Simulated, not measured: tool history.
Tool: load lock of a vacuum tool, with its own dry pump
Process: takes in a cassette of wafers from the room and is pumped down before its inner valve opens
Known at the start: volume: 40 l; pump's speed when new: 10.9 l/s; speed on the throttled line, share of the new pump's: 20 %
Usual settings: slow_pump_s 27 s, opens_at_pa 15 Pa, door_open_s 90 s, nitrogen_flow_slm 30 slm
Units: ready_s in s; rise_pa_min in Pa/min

run	hour	slow_pump_s	opens_at_pa	door_open_s	nitrogen_flow_slm	incoming humidity of the room's air, %	ready_s	rise_pa_min
1	0.0	27	15	90	30	42.4	54.7	0.063
2	288.8	27	15	90	30	46.5	55.4	0.067
3	537.7	27	15	90	30	44.7	55.2	0.062
4	819.3	27	15	90	30	43.0	55.8	0.076
5	1084.6	27	15	90	30	45.1	56.1	0.072
6	1343.4	27	15	90	30	42.9	55.4	0.078
7	1525.9	27	15	90	30	45.9	55.6	0.077
8	1663.7	27	15	204	30	49.4	55.6	0.099
9	1882.3	27	15	204	30	45.9	55.9	0.101
10	2149.0	27	12	204	30	44.7	56.5	0.099
11	2432.2	27	12	204	30	44.1	56.7	0.105
12	2651.8	27	12	204	6	43.7	56.5	0.125
13	2951.9	27	17	90	30	43.6	55.9	0.099
14	3247.4	20	15	90	30	45.6	50.5	0.101
15	3445.3	33	15	90	30	45.6	61.0	0.100
16	3629.9	27	15	90	30	43.9	56.2	0.103
17	3751.9	27	20	90	30	43.4	55.0	0.107
18	3878.4	27	20	90	30	42.8	54.9	0.109
19	4069.2	27	20	90	30	45.2	55.1	0.109
20	4272.1	27	20	96	30	47.3	55.7	0.112
21	4457.8	27	16	96	30	43.5	56.9	0.123
22	4666.5	44	16	195	8	45.5	70.1	0.153
23	4893.5	19	20	90	30	42.4	49.6	0.120
24	5019.2	19	20	90	30	41.0	49.3	0.121
25	5278.0	19	26	90	30	47.8	48.5	0.123
26	5498.8	27	17	226	30	45.6	56.8	0.147
27	5787.3	50	19	31	30	45.1	73.9	0.126
28	6017.5	27	18	81	23	42.7	56.3	0.143
29	6141.8	27	18	81	23	47.4	56.9	0.139
30	6298.8	27	18	81	23	41.5	56.6	0.147
31	6485.2	27	30	56	9	46.1	54.8	0.153
32	6694.8	27	30	56	9	48.8	54.3	0.156
33	6907.4	15	15	36	30	45.3	48.5	0.137

5 ways to go on from here, each from the tool as it stands after run 33. What would each give?
A	7149.2	21	15	168	9	45.5	?	?
B	7149.2	27	12	90	30	42.3	?	?
C	7149.2	15	24	36	30	43.6	?	?
D	7149.2	15	15	28	30	48.3	?	?
E	7149.2	32	14	32	30	43.2	?	?

run	ready_s	rise_pa_min
A	52.7	0.192
B	58.9	0.158
C	46.5	0.145
D	48.3	0.147
E	62.3	0.146
Without the tool's hidden state the same runs would have given:
run	ready_s	rise_pa_min
A	49.0	0.067
B	55.2	0.031
C	42.9	0.020
D	44.5	0.022
E	58.8	0.020

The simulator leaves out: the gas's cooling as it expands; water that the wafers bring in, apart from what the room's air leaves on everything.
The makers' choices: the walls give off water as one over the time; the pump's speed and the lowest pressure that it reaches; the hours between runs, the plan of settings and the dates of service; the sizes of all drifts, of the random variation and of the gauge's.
